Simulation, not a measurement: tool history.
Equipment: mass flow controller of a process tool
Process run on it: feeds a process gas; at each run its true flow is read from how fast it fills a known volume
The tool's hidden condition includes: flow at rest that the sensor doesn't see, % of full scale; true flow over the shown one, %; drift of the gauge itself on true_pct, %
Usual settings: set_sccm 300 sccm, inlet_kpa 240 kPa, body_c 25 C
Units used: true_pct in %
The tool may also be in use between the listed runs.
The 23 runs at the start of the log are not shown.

run	hour	set_sccm	inlet_kpa	body_c	hours of work since the controller was set to zero	hours of work since the controller was changed	true_pct
24	3396.8	300	221	27	2524	2524	98.73
25	3537	52	144	21	2611	2611	95.65
26	3686.5	52	144	21	2703	2703	95.64
27	3818.9	110	144	40	2785	2785	95.37
28	3993.6	85	150	35	2893	2893	95.3
29	4102.8	85	150	35	2961	2961	95.31
30	4218.1	231	182	29	3032	3032	97.82
31	4346.6	231	182	29	3112	3112	97.83
32	4548.3	275	240	39	3237	3237	97.44
33	4732.8	110	144	20	3351	3351	97.2
34	4837	110	144	20	3415	3415	97.17
35	4971.4	105	206	22	3498	3498	97.19
36	5142.3	105	206	22	3604	3604	97.26
37	5247.8	452	240	25	3669	3669	99.88
38	5379.1	192	216	24	3750	3750	98.02
39	5493.7	192	216	24	3821	3821	98.09
40	5657.9	192	177	24	3923	3923	97.85
41	5764.2	168	240	25	3989	3989	97.87
42	5976.2	225	190	38	4120	4120	96.8
43	6172.2	77	151	26	4241	4241	95.18
44	6333.8	77	151	26	4341	4341	95.17
45	6513	72	237	26	4452	4452	95.31
46	6722.3	300	171	20	4581	4581	99.02

What if the next run were any one of these 4? Each begins from the tool's condition after run 46:
A	6919.8	98	171	20	4703	4703	?
B	6919.8	105	191	37	4703	4703	?
C	6919.8	306	212	20	4703	4703	?
D	6919.8	82	144	25	4703	4703	?

run	true_pct
A	96.62
B	94.96
C	99.2
D	95.24
Stripped of hidden state, with their random variation kept, the same runs would have yielded:
run	true_pct
A	98.86
B	97.03
C	99.7
D	97.98
